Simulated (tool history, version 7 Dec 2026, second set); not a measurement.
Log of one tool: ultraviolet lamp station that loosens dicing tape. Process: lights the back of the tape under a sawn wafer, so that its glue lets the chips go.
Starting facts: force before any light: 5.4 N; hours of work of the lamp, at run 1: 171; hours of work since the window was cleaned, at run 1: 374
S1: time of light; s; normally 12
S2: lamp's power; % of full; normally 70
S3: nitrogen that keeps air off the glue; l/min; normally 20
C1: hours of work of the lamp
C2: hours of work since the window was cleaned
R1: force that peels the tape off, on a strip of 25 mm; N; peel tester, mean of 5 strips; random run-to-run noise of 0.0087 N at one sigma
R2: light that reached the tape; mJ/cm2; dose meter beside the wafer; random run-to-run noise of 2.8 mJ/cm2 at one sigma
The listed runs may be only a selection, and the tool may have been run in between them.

| run | hour | S1 | S2 | S3 | C1 | C2 | R1 | R2 |
|---|---|---|---|---|---|---|---|---|
| 1 | 0 | 12 | 70 | 20 | 171 | 374 | 0.603 | 302 |
| 2 | 46.6 | 12 | 70 | 20 | 197 | 401 | 0.642 | 294 |
| 3 | 88.7 | 12 | 70 | 20 | 222 | 425 | 0.687 | 285 |
|  | 115.2 | window cleaned of glue's vapour |
| 4 | 137.5 | 12 | 70 | 20 | 250 | 13 | 0.826 | 247 |
| 5 | 165.6 | 12 | 96 | 20 | 266 | 29 | 0.493 | 333 |
| 6 | 212 | 10 | 96 | 20 | 292 | 56 | 0.753 | 270 |
| 7 | 241.6 | 10 | 96 | 20 | 310 | 73 | 0.775 | 267 |
| 8 | 267.5 | 12 | 70 | 17 | 325 | 88 | 1.089 | 228 |
| 9 | 294 | 12 | 70 | 17 | 340 | 103 | 1.114 | 225 |
| 10 | 324.3 | 6 | 70 | 17 | 357 | 121 | 2.387 | 112 |
|  | 332.4 | window cleaned of glue's vapour, once more |
| 11 | 354.3 | 6 | 70 | 20 | 374 | 13 | 1.655 | 159 |
| 12 | 383.5 | 21 | 73 | 8 | 391 | 29 | 0.326 | 563 |
| 13 | 404.6 | 8 | 72 | 38 | 403 | 42 | 0.812 | 214 |
| 14 | 434.1 | 9 | 70 | 24 | 420 | 59 | 0.875 | 229 |
| 15 | 480.5 | 19 | 68 | 19 | 447 | 85 | 0.267 | 459 |
| 16 | 522.4 | 23 | 87 | 6 | 471 | 110 | 0.268 | 691 |
| 17 | 545 | 15 | 62 | 6 | 484 | 123 | 1.148 | 318 |
| 18 | 593 | 15 | 62 | 6 | 512 | 150 | 1.258 | 308 |
| 19 | 624.1 | 13 | 60 | 14 | 530 | 168 | 1.037 | 256 |
| 20 | 673.8 | 12 | 99 | 20 | 559 | 197 | 0.382 | 376 |
| 21 | 719.1 | 11 | 62 | 12 | 585 | 223 | 1.406 | 215 |
| 22 | 748.3 | 12 | 88 | 25 | 601 | 240 | 0.466 | 322 |

Some steps in R1 between neighbouring runs. How much of each would the tool show without its hidden state too (settings, what came in, random variation), and how much is left for the hidden state, with any gauge scatter that isn't in both results?
Hidden conditions of the tool in this case: lamp's light, % of a new lamp's; light that the window lets through, % of a clean one's; drift of the gauge itself on peel_n, %; drift of the gauge itself on dose_mj_cm2, %.
Run 9 -> 10: S1 12 -> 6. R1 +1.273 N: hidden state +0.348, all else +0.925.
Run 10 -> 11: S3 17 -> 20, window cleaned of glue's vapour, once more. R1 -0.732 N: hidden state -0.683, all else -0.049.
Run 11 -> 12: S1 6 -> 21, S2 70 -> 73, S3 20 -> 8. R1 -1.329 N: hidden state -0.254, all else -1.075.
Run 20 -> 21: S1 12 -> 11, S2 99 -> 62, S3 20 -> 12. R1 +1.024 N: hidden state +0.435, all else +0.589.
